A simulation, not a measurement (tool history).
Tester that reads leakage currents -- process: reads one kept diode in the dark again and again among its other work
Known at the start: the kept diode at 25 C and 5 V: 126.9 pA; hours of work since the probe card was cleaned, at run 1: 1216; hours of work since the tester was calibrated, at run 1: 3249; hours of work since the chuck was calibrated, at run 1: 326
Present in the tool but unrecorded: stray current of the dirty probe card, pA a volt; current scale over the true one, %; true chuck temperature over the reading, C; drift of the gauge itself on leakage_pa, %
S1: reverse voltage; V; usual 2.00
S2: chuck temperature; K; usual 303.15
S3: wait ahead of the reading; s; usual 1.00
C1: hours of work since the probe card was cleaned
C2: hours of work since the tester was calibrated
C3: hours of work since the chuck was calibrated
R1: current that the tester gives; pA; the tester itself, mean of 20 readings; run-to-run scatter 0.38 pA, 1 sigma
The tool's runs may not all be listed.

run    hour     S1      S2    S3    C1    C2    C3       R1
  1     0.0   2.00  303.15  1.00  1216  3249   326   131.21
  2   203.6   2.00  303.15  1.00  1330  3362   439   132.87
  3   389.5   2.00  303.15  1.00  1433  3465   542   134.12
  4   588.6   2.00  303.15  1.00  1543  3576   653   136.14
  5   739.7   2.00  303.15  1.00  1627  3660   737   136.91
  6   944.8   2.00  303.15  1.00  1741  3774   851   137.42
  7  1121.5   2.00  303.15  8.50  1839  3872   949   139.06
  8  1227.7   2.00  303.15  1.00  1898  3931  1008   139.27
  9  1425.9   2.00  303.15  2.59  2008  4041  1118   141.34
 10  1517.1   2.00  303.15  2.59  2059  4091  1168   141.55
 11  1652.8   2.00  303.15  2.59  2134  4167  1244   142.15
 12  1863.0   2.00  303.15  1.00  2251  4283  1360   144.15
     1916.2  -- tester calibrated
 13  1958.1  12.24  303.15  1.00  2303    23  1412   320.49
 14  2128.8  12.24  303.15  1.00  2397   118  1507   323.11
 15  2311.5   2.00  303.15  1.00  2499   219  1608   146.60
 16  2407.5   6.28  330.15  0.42  2552   273  1662  1639.35
     2516.7  -- chuck's temperature calibrated
 17  2603.2   6.28  330.15  0.42  2660   380    48  1432.75
 18  2783.1   6.28  330.15  0.42  2759   480   148  1448.54
 19  2941.4   8.55  317.15  2.56  2847   568   236   687.40
     3009.2  -- tester calibrated, once more
 20  3165.4   8.55  317.15  2.56  2971    87   359   708.44
 21  3293.3   1.42  304.15  1.40  3042   158   430   124.42
     3335.9  -- probe card cleaned and baked
 22  3390.0   1.42  304.15  1.40    30   210   482   123.92
 23  3602.2   1.42  295.15  4.98   148   328   600    60.98
 24  3753.2  11.30  317.15  4.98   232   411   684   818.59
 25  3913.8  11.30  317.15  4.98   321   501   773   820.46
 26  4127.6  11.30  317.15  4.98   440   619   892   825.20
 27  4336.4   8.22  317.15  4.55   556   735  1008   727.36
 28  4448.5   8.22  317.15  4.55   618   797  1070   730.92
 29  4628.8   8.22  317.15  4.55   718   898  1170   730.07

What if the next run were any one of these 5? Each begins from the tool's condition after run 29:
  A  4832.4   8.22  301.15  4.55  831  1011  1283   ?
  B  4832.4   2.00  303.15  2.30  831  1011  1283   ?
  C  4832.4   8.84  311.15  0.50  831  1011  1283   ?
  D  4832.4  15.53  305.15  1.33  831  1011  1283   ?
  E  4832.4   8.22  300.15  5.09  831  1011  1283   ?

run      R1
  A  226.98
  B  142.83
  C  502.54
  D  410.21
  E  210.17
With the hidden condition removed and each run's random variation left untouched, the same runs would have given:
run      R1
  A  200.76
  B  127.08
  C  449.60
  D  363.90
  E  185.63
